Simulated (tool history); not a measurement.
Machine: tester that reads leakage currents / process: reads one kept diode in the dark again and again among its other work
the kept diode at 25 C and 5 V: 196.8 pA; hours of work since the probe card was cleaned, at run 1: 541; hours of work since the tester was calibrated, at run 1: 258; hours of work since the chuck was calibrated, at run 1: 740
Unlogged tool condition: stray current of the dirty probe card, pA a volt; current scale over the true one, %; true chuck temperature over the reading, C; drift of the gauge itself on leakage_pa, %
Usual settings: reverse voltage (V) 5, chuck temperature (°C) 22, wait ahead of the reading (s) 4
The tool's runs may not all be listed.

run,hour,reverse voltage (V),chuck temperature (°C),wait ahead of the reading (s),hours of work since the probe card was cleaned,hours of work since the tester was calibrated,hours of work since the chuck was calibrated,current that the tester gives (pA)
1,0,5,22,4,541,258,740,158.59
2,21.3,5,22,4,555,272,754,158.97
3,37.1,5,22,4,566,282,764,159.22
4,60,5,55,4,581,297,780,2309.86
5,86.1,1.09,22,4,598,315,797,97.84
6,100.1,1.09,22,4,608,324,806,97.02
7,128.3,1.09,22,4,626,343,825,98.36
8,147.4,1.09,22,4,639,356,838,98.24
9,177,1.09,22,4,659,375,857,98.36
10,190.8,5,30,4,668,384,867,321.33
11,206.9,5,22,1.25,679,395,877,161.37
12,233.7,5,22,1.25,696,413,895,160.82
13,256.7,5,34,4,712,428,910,450.62
14,276.9,5,34,4,725,441,924,452.64
15,307.2,15.77,56,0.63,745,462,944,3594.82
16,335.3,15.77,56,3.28,764,480,962,3576.2
17,367.3,14.57,24,4.05,785,502,984,279.46
18,386.6,2.43,39,3.68,798,514,996,539.46
19,417.5,5,28,0.89,818,535,1017,273.21
20,432,2.84,52,2.48,828,544,1027,1563.93
21,447.8,2.84,52,0.3,839,555,1037,1566.8
22,471.8,2.84,52,0.3,854,571,1053,1574.65
23,485.6,9.14,22,0.38,864,580,1062,204.36
24,506.2,9.14,22,0.38,877,594,1076,204.75
25,522.6,5,49,4,888,605,1087,1495.73
26,536.4,5,45,6.71,897,614,1096,1101.64
27,559.6,5,45,6.71,913,629,1111,1105.15

3 ways to go on from here, each from the tool as it stands after run 27. What would each give?
A,577.7,1.05,27,6.9,925,641,1123,?
B,577.7,17.85,28,0.36,925,641,1123,?
C,577.7,3.61,48,5.93,925,641,1123,?

run,current that the tester gives (pA)
A,154.14
B,432.52
C,1262.98
Had the tool no hidden state, the same runs would have come out as:
run,current that the tester gives (pA)
A,144.74
B,388.8
C,1199.64
